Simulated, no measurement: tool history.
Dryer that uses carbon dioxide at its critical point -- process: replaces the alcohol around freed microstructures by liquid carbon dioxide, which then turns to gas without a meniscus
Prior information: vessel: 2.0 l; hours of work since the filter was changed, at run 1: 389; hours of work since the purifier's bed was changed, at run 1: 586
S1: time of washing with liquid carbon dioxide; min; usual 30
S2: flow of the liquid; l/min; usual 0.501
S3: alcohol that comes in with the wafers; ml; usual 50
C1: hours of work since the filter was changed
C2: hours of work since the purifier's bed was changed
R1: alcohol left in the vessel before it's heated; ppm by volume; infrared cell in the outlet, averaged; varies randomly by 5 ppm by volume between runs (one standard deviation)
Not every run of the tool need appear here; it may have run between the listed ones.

Run 1, hour 0.0: usual settings; C1 389; C2 586. Result: R1 288 ppm by volume.
Run 2, hour 34.5: usual settings; C1 416; C2 613. Result: R1 304 ppm by volume.
Run 3, hour 69.4: usual settings; C1 443; C2 641. Result: R1 316 ppm by volume.
Run 4, hour 110.0: usual settings; C1 475; C2 673. Result: R1 331 ppm by volume.
Run 5, hour 147.3: usual settings but S1 38 min; C1 504; C2 702. Result: R1 298 ppm by volume.
At hour 180.5: inlet filter changed.
Run 6, hour 183.7: usual settings; C1 3; C2 730. Result: R1 333 ppm by volume.
At hour 197.6: purifier's bed changed.
Run 7, hour 222.5: usual settings but S2 0.347 l/min; C1 31; C2 20. Result: R1 282 ppm by volume.
Run 8, hour 246.4: usual settings but S3 65 ml; C1 49; C2 38. Result: R1 69 ppm by volume.
Run 9, hour 280.6: usual settings; C1 76; C2 65. Result: R1 70 ppm by volume.
Run 10, hour 312.3: usual settings; C1 101; C2 90. Result: R1 76 ppm by volume.
Run 11, hour 347.8: usual settings; C1 129; C2 118. Result: R1 94 ppm by volume.
Run 12, hour 381.2: usual settings but S1 42 min; C1 155; C2 144. Result: R1 75 ppm by volume.
Run 13, hour 404.1: usual settings but S1 42 min; C1 173; C2 162. Result: R1 78 ppm by volume.
Run 14, hour 428.8: usual settings but S1 42 min; C1 192; C2 181. Result: R1 81 ppm by volume.
Run 15, hour 450.7: usual settings but S1 42 min; C1 209; C2 198. Result: R1 93 ppm by volume.
Run 16, hour 490.9: usual settings but S1 22 min, S2 0.763 l/min, S3 77 ml; C1 241; C2 230. Result: R1 129 ppm by volume.
Run 17, hour 531.4: usual settings but S1 34 min, S2 0.593 l/min, S3 57 ml; C1 273; C2 262. Result: R1 119 ppm by volume.
Run 18, hour 567.3: usual settings but S1 35 min, S2 0.655 l/min, S3 20 ml; C1 301; C2 290. Result: R1 126 ppm by volume.
Run 19, hour 590.1: usual settings but S1 32 min, S2 0.354 l/min, S3 48 ml; C1 319; C2 308. Result: R1 353 ppm by volume.
Run 20, hour 617.9: usual settings but S1 29 min, S2 0.354 l/min, S3 40 ml; C1 341; C2 330. Result: R1 431 ppm by volume.
Run 21, hour 665.7: usual settings but S1 31 min, S2 0.598 l/min, S3 106 ml; C1 378; C2 367. Result: R1 180 ppm by volume.
Run 22, hour 702.5: usual settings but S1 31 min, S2 0.598 l/min, S3 106 ml; C1 407; C2 396. Result: R1 199 ppm by volume.

Expected results for the next run?
Run 23, hour 725.5: usual settings but S1 47 min, S2 0.771 l/min, S3 40 ml; C1 425; C2 414. Result: R1 ?.

R1: 183 ppm by volume
The same run, on a tool lacking any hidden state, would have yielded R1 13 ppm by volume.

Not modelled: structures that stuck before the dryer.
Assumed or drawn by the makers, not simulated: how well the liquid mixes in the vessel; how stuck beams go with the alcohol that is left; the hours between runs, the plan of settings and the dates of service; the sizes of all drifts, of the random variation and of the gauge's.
